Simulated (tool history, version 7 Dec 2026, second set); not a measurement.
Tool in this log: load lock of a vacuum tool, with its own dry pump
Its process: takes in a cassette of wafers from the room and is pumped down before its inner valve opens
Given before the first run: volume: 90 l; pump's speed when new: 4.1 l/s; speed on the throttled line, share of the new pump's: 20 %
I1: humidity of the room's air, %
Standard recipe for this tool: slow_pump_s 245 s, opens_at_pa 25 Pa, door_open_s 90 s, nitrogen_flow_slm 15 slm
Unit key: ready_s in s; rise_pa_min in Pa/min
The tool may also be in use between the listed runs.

run 1 day=0.000 | slow_pump_s=245 opens_at_pa=25 door_open_s=90 nitrogen_flow_slm=15 | I1=45.1 | ready_s=407.7 rise_pa_min=0.072
run 2 day=10.242 | slow_pump_s=245 opens_at_pa=25 door_open_s=90 nitrogen_flow_slm=15 | I1=44.6 | ready_s=408.1 rise_pa_min=0.074
run 3 day=33.138 | slow_pump_s=260 opens_at_pa=25 door_open_s=90 nitrogen_flow_slm=15 | I1=43.2 | ready_s=421.9 rise_pa_min=0.069
run 4 day=43.329 | slow_pump_s=260 opens_at_pa=25 door_open_s=90 nitrogen_flow_slm=15 | I1=46.2 | ready_s=421.9 rise_pa_min=0.077
run 5 day=64.746 | slow_pump_s=260 opens_at_pa=25 door_open_s=90 nitrogen_flow_slm=15 | I1=43.2 | ready_s=425.3 rise_pa_min=0.079
run 6 day=79.462 | slow_pump_s=260 opens_at_pa=25 door_open_s=90 nitrogen_flow_slm=15 | I1=46.9 | ready_s=425.8 rise_pa_min=0.078
-- day=102.200 dry pump taken out, an overhauled one fitted
run 7 day=102.792 | slow_pump_s=260 opens_at_pa=25 door_open_s=90 nitrogen_flow_slm=24 | I1=44.9 | ready_s=392.8 rise_pa_min=0.080
run 8 day=121.338 | slow_pump_s=245 opens_at_pa=25 door_open_s=90 nitrogen_flow_slm=15 | I1=41.5 | ready_s=381.0 rise_pa_min=0.085
run 9 day=132.767 | slow_pump_s=245 opens_at_pa=25 door_open_s=90 nitrogen_flow_slm=15 | I1=46.5 | ready_s=376.4 rise_pa_min=0.090
run 10 day=156.271 | slow_pump_s=245 opens_at_pa=25 door_open_s=90 nitrogen_flow_slm=15 | I1=45.1 | ready_s=381.9 rise_pa_min=0.092
run 11 day=171.500 | slow_pump_s=245 opens_at_pa=25 door_open_s=90 nitrogen_flow_slm=15 | I1=43.6 | ready_s=382.1 rise_pa_min=0.093
run 12 day=191.521 | slow_pump_s=245 opens_at_pa=23 door_open_s=90 nitrogen_flow_slm=15 | I1=45.4 | ready_s=382.0 rise_pa_min=0.105

Predict the results of run 13:
run 13 day=203.217 | slow_pump_s=334 opens_at_pa=23 door_open_s=90 nitrogen_flow_slm=33 | I1=44.9 | ready_s=? rise_pa_min=?

Run 13 gave ready_s 462.1 s, rise_pa_min 0.093 Pa/min.
Minus the tool's unlogged condition, the same run would have read ready_s 457.7 s, rise_pa_min 0.017 Pa/min.

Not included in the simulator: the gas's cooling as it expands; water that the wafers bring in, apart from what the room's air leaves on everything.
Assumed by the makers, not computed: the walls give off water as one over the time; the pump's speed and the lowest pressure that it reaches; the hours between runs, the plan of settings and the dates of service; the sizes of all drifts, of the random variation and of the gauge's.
